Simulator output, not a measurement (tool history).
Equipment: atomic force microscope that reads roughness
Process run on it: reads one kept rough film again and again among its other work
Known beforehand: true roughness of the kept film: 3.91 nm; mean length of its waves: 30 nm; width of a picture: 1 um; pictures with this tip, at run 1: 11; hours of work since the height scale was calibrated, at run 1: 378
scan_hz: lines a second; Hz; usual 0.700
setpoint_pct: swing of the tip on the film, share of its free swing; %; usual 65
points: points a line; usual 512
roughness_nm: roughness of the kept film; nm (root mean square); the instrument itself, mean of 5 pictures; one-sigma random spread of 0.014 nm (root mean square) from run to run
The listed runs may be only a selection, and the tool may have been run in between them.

run     day  scan_hz  setpoint_pct  points  pictures with this tip  hours of work since the height scale was calibrated  roughness_nm
  1   0.000    0.700            65     512                      11                                                  378         3.307
  2   1.367    0.700            65     512                      61                                                  398         3.171
  3   3.921    0.700            65     512                     154                                                  436         2.936
  4   6.767    0.700            65     887                     259                                                  478         2.762
  5   8.671    0.700            65     887                     329                                                  506         2.656
      9.121  -- new tip fitted
  6  10.054    0.700            65     577                      34                                                  526         3.214
  7  11.850    0.700            65     577                     100                                                  552         3.086
  8  14.729    0.700            69     512                     206                                                  595         2.830
  9  16.192    0.700            61     512                     259                                                  616         2.792
 10  18.329    2.238            61     639                     337                                                  648         2.481
     18.604  -- new tip fitted
 11  20.488    1.420            67     608                      69                                                  679         3.007
 12  22.254    1.410            68     401                     133                                                  705         2.821
 13  24.733    1.410            68     401                     224                                                  742         2.663
 14  26.388    1.410            68     401                     285                                                  766         2.560
     27.875  -- new tip fitted
 15  28.121    1.410            68     401                       9                                                  791         3.111
 16  30.792    0.925            80     512                     106                                                  831         2.859
 17  32.683    0.925            80     512                     176                                                  858         2.706

Alternative continuations, all from the tool just after run 17; predict every row:
  A  35.325    0.835            65     276                     272                                                  897             ?
  B  35.325    3.043            57     337                     272                                                  897             ?
  C  35.325    1.107            81     512                     272                                                  897             ?
  D  35.325    1.052            65     258                     272                                                  897             ?

run  roughness_nm
  A         2.659
  B         2.554
  C         2.467
  D         2.621
Without the tool's hidden state the same runs would have given:
run  roughness_nm
  A         3.311
  B         3.182
  C         3.074
  D         3.266
